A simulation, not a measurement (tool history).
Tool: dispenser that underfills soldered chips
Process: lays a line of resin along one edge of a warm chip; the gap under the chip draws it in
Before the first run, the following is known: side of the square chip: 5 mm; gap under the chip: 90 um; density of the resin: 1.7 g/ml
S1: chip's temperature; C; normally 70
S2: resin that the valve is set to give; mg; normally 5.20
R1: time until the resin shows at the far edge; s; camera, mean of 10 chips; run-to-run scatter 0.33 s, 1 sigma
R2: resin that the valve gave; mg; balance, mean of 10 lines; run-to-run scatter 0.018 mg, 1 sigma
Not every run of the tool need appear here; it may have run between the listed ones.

{"run": 1, "hour": 0.0, "S1": 70, "S2": 5.2, "R1": 20.7, "R2": 5.05}
{"hour": 4.5, "done": "new syringe of resin"}
{"run": 2, "hour": 5.5, "S1": 70, "S2": 5.2, "R1": 13.6, "R2": 5.04}
{"run": 3, "hour": 13.6, "S1": 70, "S2": 5.69, "R1": 18.3, "R2": 5.49}
{"hour": 21.2, "done": "new syringe of resin"}
{"run": 4, "hour": 21.3, "S1": 70, "S2": 5.69, "R1": 12.9, "R2": 5.47}
{"run": 5, "hour": 28.9, "S1": 70, "S2": 5.69, "R1": 17.3, "R2": 5.44}
{"hour": 38.0, "done": "new syringe of resin"}
{"run": 6, "hour": 39.0, "S1": 70, "S2": 5.2, "R1": 13.8, "R2": 4.99}
{"run": 7, "hour": 43.9, "S1": 70, "S2": 5.2, "R1": 16.5, "R2": 4.99}
{"run": 8, "hour": 48.9, "S1": 70, "S2": 5.2, "R1": 20.2, "R2": 4.99}
{"hour": 55.5, "done": "new syringe of resin"}
{"hour": 60.6, "done": "dispensing valve cleaned and set on the balance"}
{"run": 9, "hour": 60.9, "S1": 70, "S2": 5.2, "R1": 15.3, "R2": 5.22}
{"run": 10, "hour": 68.7, "S1": 70, "S2": 5.2, "R1": 20.2, "R2": 5.17}
{"hour": 73.8, "done": "new syringe of resin"}
{"run": 11, "hour": 76.1, "S1": 70, "S2": 5.2, "R1": 15.0, "R2": 5.19}
{"run": 12, "hour": 85.1, "S1": 70, "S2": 5.2, "R1": 19.5, "R2": 5.13}
{"hour": 90.9, "done": "new syringe of resin"}
{"run": 13, "hour": 93.6, "S1": 63, "S2": 5.2, "R1": 19.3, "R2": 5.14}
{"run": 14, "hour": 102.1, "S1": 63, "S2": 5.2, "R1": 28.1, "R2": 5.13}
{"hour": 107.9, "done": "new syringe of resin"}
{"run": 15, "hour": 113.3, "S1": 63, "S2": 5.2, "R1": 22.4, "R2": 5.12}
{"run": 16, "hour": 123.4, "S1": 63, "S2": 5.2, "R1": 32.6, "R2": 5.08}
{"hour": 124.6, "done": "new syringe of resin"}
{"run": 17, "hour": 134.9, "S1": 63, "S2": 5.94, "R1": 25.9, "R2": 5.82}
{"hour": 142.0, "done": "new syringe of resin"}
{"run": 18, "hour": 145.2, "S1": 70, "S2": 5.39, "R1": 13.8, "R2": 5.3}
{"run": 19, "hour": 156.0, "S1": 70, "S2": 5.39, "R1": 21.4, "R2": 5.28}
{"hour": 159.4, "done": "new syringe of resin"}
{"run": 20, "hour": 167.0, "S1": 81, "S2": 4.7, "R1": 10.6, "R2": 4.58}
{"run": 21, "hour": 172.4, "S1": 81, "S2": 4.7, "R1": 12.7, "R2": 4.62}
{"hour": 176.4, "done": "new syringe of resin"}
{"run": 22, "hour": 177.6, "S1": 62, "S2": 5.92, "R1": 19.1, "R2": 5.72}
{"run": 23, "hour": 184.0, "S1": 72, "S2": 4.6, "R1": 16.1, "R2": 4.46}
{"run": 24, "hour": 190.0, "S1": 59, "S2": 5.57, "R1": 36.7, "R2": 5.39}
{"hour": 193.3, "done": "new syringe of resin"}
{"run": 25, "hour": 199.6, "S1": 59, "S2": 5.57, "R1": 26.9, "R2": 5.4}
{"run": 26, "hour": 208.5, "S1": 71, "S2": 4.78, "R1": 22.2, "R2": 4.62}
{"hour": 210.6, "done": "new syringe of resin"}
{"run": 27, "hour": 214.7, "S1": 71, "S2": 4.78, "R1": 14.2, "R2": 4.61}
{"run": 28, "hour": 220.5, "S1": 64, "S2": 4.42, "R1": 26.9, "R2": 4.24}
{"hour": 227.6, "done": "new syringe of resin"}
{"run": 29, "hour": 231.4, "S1": 71, "S2": 5.2, "R1": 13.6, "R2": 4.97}
{"run": 30, "hour": 238.8, "S1": 79, "S2": 5.18, "R1": 12.5, "R2": 4.96}
{"hour": 244.3, "done": "new syringe of resin"}
{"run": 31, "hour": 245.4, "S1": 65, "S2": 5.61, "R1": 16.3, "R2": 5.35}
{"run": 32, "hour": 250.4, "S1": 65, "S2": 5.61, "R1": 19.7, "R2": 5.37}
{"run": 33, "hour": 254.9, "S1": 69, "S2": 4.93, "R1": 20.0, "R2": 4.7}
{"hour": 261.7, "done": "new syringe of resin"}
{"hour": 266.7, "done": "dispensing valve cleaned and set on the balance"}
{"run": 34, "hour": 266.7, "S1": 77, "S2": 6.55, "R1": 10.0, "R2": 6.52}

Run 35, settings as shown, results not yet in. Your forecast:
{"run": 35, "hour": 275.4, "S1": 77, "S2": 6.55, "R1": "?", "R2": "?"}

Run 35 came out at R1 13.7 s, R2 6.52 mg.
Take away the tool's hidden state, keep the run-to-run variation as it was, and the same run would have given R1 9.1 s, R2 6.55 mg.
